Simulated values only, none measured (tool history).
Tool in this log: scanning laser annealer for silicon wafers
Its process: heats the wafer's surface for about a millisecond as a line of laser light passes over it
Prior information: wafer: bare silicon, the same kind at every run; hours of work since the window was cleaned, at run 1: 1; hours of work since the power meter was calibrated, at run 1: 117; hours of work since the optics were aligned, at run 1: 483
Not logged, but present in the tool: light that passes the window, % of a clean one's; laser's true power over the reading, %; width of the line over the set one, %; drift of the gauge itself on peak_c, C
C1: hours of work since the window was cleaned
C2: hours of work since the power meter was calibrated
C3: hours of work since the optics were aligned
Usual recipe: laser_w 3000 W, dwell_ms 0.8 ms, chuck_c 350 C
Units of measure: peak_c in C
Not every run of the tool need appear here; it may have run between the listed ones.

{"run": 1, "hour": 0.0, "laser_w": 3000, "dwell_ms": 0.8, "chuck_c": 350, "C1": 1, "C2": 117, "C3": 483, "peak_c": 1122}
{"run": 2, "hour": 9.0, "laser_w": 3000, "dwell_ms": 0.8, "chuck_c": 350, "C1": 8, "C2": 124, "C3": 490, "peak_c": 1123}
{"run": 3, "hour": 20.1, "laser_w": 3000, "dwell_ms": 0.8, "chuck_c": 350, "C1": 16, "C2": 132, "C3": 498, "peak_c": 1122}
{"run": 4, "hour": 34.1, "laser_w": 3000, "dwell_ms": 0.8, "chuck_c": 350, "C1": 27, "C2": 142, "C3": 508, "peak_c": 1121}
{"run": 5, "hour": 43.3, "laser_w": 3000, "dwell_ms": 0.8, "chuck_c": 350, "C1": 34, "C2": 149, "C3": 515, "peak_c": 1118}
{"run": 6, "hour": 59.2, "laser_w": 3000, "dwell_ms": 0.8, "chuck_c": 350, "C1": 46, "C2": 161, "C3": 527, "peak_c": 1117}
{"run": 7, "hour": 68.7, "laser_w": 3000, "dwell_ms": 0.8, "chuck_c": 350, "C1": 53, "C2": 168, "C3": 534, "peak_c": 1121}
{"run": 8, "hour": 76.4, "laser_w": 3000, "dwell_ms": 0.8, "chuck_c": 339, "C1": 59, "C2": 174, "C3": 540, "peak_c": 1109}
{"run": 9, "hour": 85.0, "laser_w": 3000, "dwell_ms": 0.8, "chuck_c": 339, "C1": 65, "C2": 181, "C3": 547, "peak_c": 1110}
{"run": 10, "hour": 99.3, "laser_w": 3000, "dwell_ms": 0.8, "chuck_c": 350, "C1": 76, "C2": 191, "C3": 557, "peak_c": 1120}
{"run": 11, "hour": 106.1, "laser_w": 3000, "dwell_ms": 0.8, "chuck_c": 350, "C1": 81, "C2": 196, "C3": 562, "peak_c": 1115}
{"run": 12, "hour": 115.0, "laser_w": 3000, "dwell_ms": 0.8, "chuck_c": 350, "C1": 88, "C2": 203, "C3": 569, "peak_c": 1113}
{"run": 13, "hour": 126.3, "laser_w": 3000, "dwell_ms": 0.649, "chuck_c": 350, "C1": 96, "C2": 212, "C3": 578, "peak_c": 1045}
{"run": 14, "hour": 133.9, "laser_w": 3000, "dwell_ms": 0.8, "chuck_c": 350, "C1": 102, "C2": 217, "C3": 583, "peak_c": 1115}
{"run": 15, "hour": 146.5, "laser_w": 3000, "dwell_ms": 0.8, "chuck_c": 350, "C1": 111, "C2": 227, "C3": 593, "peak_c": 1114}
{"run": 16, "hour": 154.6, "laser_w": 3000, "dwell_ms": 0.8, "chuck_c": 350, "C1": 117, "C2": 233, "C3": 599, "peak_c": 1115}
{"run": 17, "hour": 162.8, "laser_w": 3000, "dwell_ms": 0.8, "chuck_c": 350, "C1": 123, "C2": 239, "C3": 605, "peak_c": 1112}
{"run": 18, "hour": 173.1, "laser_w": 3000, "dwell_ms": 0.8, "chuck_c": 350, "C1": 131, "C2": 247, "C3": 613, "peak_c": 1113}
{"run": 19, "hour": 182.3, "laser_w": 3000, "dwell_ms": 0.8, "chuck_c": 362, "C1": 138, "C2": 254, "C3": 620, "peak_c": 1121}
{"run": 20, "hour": 197.9, "laser_w": 3038, "dwell_ms": 0.8, "chuck_c": 362, "C1": 150, "C2": 265, "C3": 631, "peak_c": 1133}
{"run": 21, "hour": 213.5, "laser_w": 3038, "dwell_ms": 0.8, "chuck_c": 362, "C1": 162, "C2": 277, "C3": 643, "peak_c": 1132}
{"run": 22, "hour": 228.1, "laser_w": 3129, "dwell_ms": 0.85, "chuck_c": 347, "C1": 172, "C2": 288, "C3": 654, "peak_c": 1170}
{"run": 23, "hour": 240.2, "laser_w": 2893, "dwell_ms": 0.586, "chuck_c": 312, "C1": 182, "C2": 297, "C3": 663, "peak_c": 938}
{"run": 24, "hour": 250.7, "laser_w": 2655, "dwell_ms": 0.967, "chuck_c": 350, "C1": 189, "C2": 305, "C3": 671, "peak_c": 1066}
{"run": 25, "hour": 259.3, "laser_w": 2898, "dwell_ms": 0.966, "chuck_c": 350, "C1": 196, "C2": 311, "C3": 677, "peak_c": 1141}
{"run": 26, "hour": 272.4, "laser_w": 2795, "dwell_ms": 0.691, "chuck_c": 345, "C1": 206, "C2": 321, "C3": 687, "peak_c": 995}
{"run": 27, "hour": 281.6, "laser_w": 3000, "dwell_ms": 0.903, "chuck_c": 367, "C1": 213, "C2": 328, "C3": 694, "peak_c": 1167}
{"run": 28, "hour": 289.2, "laser_w": 3000, "dwell_ms": 0.67, "chuck_c": 366, "C1": 218, "C2": 334, "C3": 700, "peak_c": 1060}
{"run": 29, "hour": 302.7, "laser_w": 3000, "dwell_ms": 0.67, "chuck_c": 366, "C1": 228, "C2": 344, "C3": 710, "peak_c": 1060}
{"run": 30, "hour": 319.0, "laser_w": 3000, "dwell_ms": 0.8, "chuck_c": 331, "C1": 241, "C2": 356, "C3": 722, "peak_c": 1083}
{"run": 31, "hour": 334.3, "laser_w": 3000, "dwell_ms": 0.8, "chuck_c": 331, "C1": 252, "C2": 368, "C3": 734, "peak_c": 1083}
{"run": 32, "hour": 346.3, "laser_w": 3000, "dwell_ms": 0.8, "chuck_c": 331, "C1": 261, "C2": 377, "C3": 743, "peak_c": 1083}
{"run": 33, "hour": 358.2, "laser_w": 2585, "dwell_ms": 0.772, "chuck_c": 376, "C1": 270, "C2": 385, "C3": 751, "peak_c": 995}
{"run": 34, "hour": 373.3, "laser_w": 3264, "dwell_ms": 0.866, "chuck_c": 381, "C1": 281, "C2": 397, "C3": 763, "peak_c": 1243}
{"run": 35, "hour": 383.4, "laser_w": 3208, "dwell_ms": 0.635, "chuck_c": 329, "C1": 289, "C2": 404, "C3": 770, "peak_c": 1061}
{"run": 36, "hour": 396.5, "laser_w": 3208, "dwell_ms": 0.635, "chuck_c": 329, "C1": 299, "C2": 414, "C3": 780, "peak_c": 1060}
{"run": 37, "hour": 404.1, "laser_w": 2587, "dwell_ms": 0.672, "chuck_c": 325, "C1": 304, "C2": 420, "C3": 786, "peak_c": 901}
{"run": 38, "hour": 416.4, "laser_w": 2843, "dwell_ms": 0.764, "chuck_c": 324, "C1": 314, "C2": 429, "C3": 795, "peak_c": 1011}
{"run": 39, "hour": 424.4, "laser_w": 2843, "dwell_ms": 0.764, "chuck_c": 324, "C1": 320, "C2": 435, "C3": 801, "peak_c": 1009}
{"run": 40, "hour": 440.6, "laser_w": 3000, "dwell_ms": 0.625, "chuck_c": 343, "C1": 332, "C2": 447, "C3": 813, "peak_c": 1012}
{"run": 41, "hour": 456.2, "laser_w": 3123, "dwell_ms": 0.8, "chuck_c": 358, "C1": 344, "C2": 459, "C3": 825, "peak_c": 1142}

Each row is a separate what-if for the run after 41, all from the same tool condition, not one after another. Results?
{"run": "A", "hour": 467.0, "laser_w": 2569, "dwell_ms": 0.622, "chuck_c": 378, "C1": 352, "C2": 467, "C3": 833, "peak_c": "?"}
{"run": "B", "hour": 467.0, "laser_w": 2946, "dwell_ms": 0.719, "chuck_c": 339, "C1": 352, "C2": 467, "C3": 833, "peak_c": "?"}
{"run": "C", "hour": 467.0, "laser_w": 3065, "dwell_ms": 0.854, "chuck_c": 358, "C1": 352, "C2": 467, "C3": 833, "peak_c": "?"}

run=A peak_c=927
run=B peak_c=1031
run=C peak_c=1149
Stripped of hidden state, with their random variation kept, the same runs would have yielded:
run=A peak_c=957
run=B peak_c=1068
run=C peak_c=1192
